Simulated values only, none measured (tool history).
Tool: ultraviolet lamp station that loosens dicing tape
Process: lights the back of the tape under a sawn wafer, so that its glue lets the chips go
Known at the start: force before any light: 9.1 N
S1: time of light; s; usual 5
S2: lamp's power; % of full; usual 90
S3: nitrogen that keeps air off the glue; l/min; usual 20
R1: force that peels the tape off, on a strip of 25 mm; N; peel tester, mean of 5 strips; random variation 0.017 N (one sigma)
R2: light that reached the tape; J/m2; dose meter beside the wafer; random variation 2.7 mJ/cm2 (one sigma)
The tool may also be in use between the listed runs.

run    hour  S1  S2  S3     R1    R2
  1     0.0   5  90  20  1.223  2970
  2    34.9   5  77  20  1.652  2470
  3    87.6   5  77  20  1.720  2480
  4   125.2   5  90  20  1.339  2850
  5   148.4   5  90  20  1.408  2810
  6   181.2   5  90  20  1.430  2770
  7   232.3   5  90  20  1.330  2810
  8   276.7   5  90   7  2.540  2750
  9   314.7   5  90   7  2.707  2740
 10   344.6   5  90   7  2.688  2720
 11   372.9   5  90   7  2.808  2660
 12   420.9   5  90   7  2.811  2640
 13   461.6   5  60  20  2.807  1690
 14   485.5   5  90  20  1.565  2540
 15   525.2   5  90  20  1.618  2500
 16   561.1   5  90  20  1.718  2470
 17   613.9   5  90  20  1.785  2440
 18   642.3   5  90  20  1.747  2390
 19   668.4  10  90  20  0.461  4700
 20   713.0   5  90  20  1.847  2280
 21   750.5   4  90  20  2.505  1820
 22   799.4   4  90  20  1.303  2900
 23   855.4   4  90  20  1.349  2880
 24   890.2   9  69  38  0.281  4880
 25   940.2   3  67  15  3.380  1580
 26   983.8   2  63  36  4.084   960
 27  1020.9   3  90  20  2.158  2000
 28  1044.3   7  95   8  0.977  4930
 29  1094.4   7  79  28  0.484  4040
 30  1144.4   7  79  28  0.532  3980
 31  1195.6   7  79  28  0.537  3930
 32  1223.7   3  61  27  3.364  1260
 33  1250.4   8  90  10  0.784  4980
 34  1296.6   4  69  20  2.498  1860
 35  1348.6   5  75  17  1.760  2500
 36  1378.8   3  61  12  4.480  1290
 37  1419.3   5  75  20  1.605  2600
 38  1449.6   5  75  20  1.612  2520
 39  1483.2   6  75   6  2.647  3030
 40  1508.3   9  84  15  0.529  5010
 41  1558.2   7  90  20  0.622  4150
 42  1608.2   3  72  35  2.899  1370

Not shown: 4 entries that the log had between the listed runs. Between which runs, and how does the tool's hidden state differ before and after?
Between runs 6 and 7: window cleaned of glue's vapour (hour 219.9)
  lamp's light, % of a new lamp's: 78.3 -> 77.1; light that the window lets through, % of a clean one's: 95.7 -> 99.7
  measured less the result without the state, R1: +0.612 -> +0.531 N; R2: -920 -> -850 J/m2
Between runs 21 and 22: lamp changed (hour 762.6); window cleaned of glue's vapour (hour 797.8)
  lamp's light, % of a new lamp's: 65.2 -> 99; light that the window lets through, % of a clean one's: 95.5 -> 99.7
  measured less the result without the state, R1: +1.291 -> +0.030 N; R2: -1110 -> -40 J/m2
Between runs 35 and 36: window cleaned of glue's vapour (hour 1376.0)
  lamp's light, % of a new lamp's: 86.2 -> 85.4; light that the window lets through, % of a clean one's: 94.9 -> 99.8
  measured less the result without the state, R1: +0.502 -> +0.521 N; R2: -560 -> -220 J/m2
